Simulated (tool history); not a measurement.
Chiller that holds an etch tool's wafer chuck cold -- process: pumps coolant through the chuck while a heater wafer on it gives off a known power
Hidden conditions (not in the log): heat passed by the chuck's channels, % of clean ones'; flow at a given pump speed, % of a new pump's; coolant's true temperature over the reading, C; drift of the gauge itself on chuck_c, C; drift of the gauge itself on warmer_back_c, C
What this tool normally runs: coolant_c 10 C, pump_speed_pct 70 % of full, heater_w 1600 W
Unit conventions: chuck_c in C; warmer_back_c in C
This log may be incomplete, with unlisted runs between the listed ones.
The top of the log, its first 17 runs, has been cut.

run	day	coolant_c	pump_speed_pct	heater_w	hours since the coolant was changed and the channels were flushed	hours since the pump was overhauled	hours since the chiller's thermometer was calibrated	chuck_c	warmer_back_c
18	16.746	10	68	1600	4899	918	702	30.3	8.3
19	17.788	18	92	1311	4924	943	727	30.1	4.91
20	19.212	2	92	1311	4959	977	761	14.1	4.82
21	20.138	10	85	1600	4981	999	784	26	6.5
22	21.138	19	77	1686	5005	1023	808	37.7	7.59
23	21.779	19	77	1686	5020	1038	823	37.5	7.63
24	22.771	19	77	1686	5044	1062	847	37.9	7.56
25	24.075	19	77	1686	5075	1094	878	37.7	7.61
26	24.733	19	77	1686	5091	1109	894	37.5	7.62
27	26.183	5	86	1099	5126	1144	929	15.8	4.42
28	27.579	10	94	866	5159	1178	962	17.9	3.16
29	28.938	14	96	1988	5192	1210	995	31.5	7.01
30	30.388	14	99	1891	5227	1245	1030	30.3	6.46
31	31.538	14	99	1891	5254	1273	1057	30.2	6.47
32	32.292	14	99	1891	5272	1291	1075	30.2	6.5
33	33.792	14	99	1891	5308	1327	1111	30.2	6.47

Consider 3 possible next runs. They are alternatives, not a sequence: every one starts from the tool as it was left by run 33. What does each give?
A	34.708	6	70	873	5330	1349	1133	?	?
B	34.708	8	70	1600	5330	1349	1133	?	?
C	34.708	14	86	2248	5330	1349	1133	?	?

run	chuck_c	warmer_back_c
A	16.8	4.41
B	27.6	8.04
C	36.1	8.95
Without the tool's hidden state the same runs would have given:
run	chuck_c	warmer_back_c
A	16.8	4.4
B	27.6	8.04
C	36.1	8.95
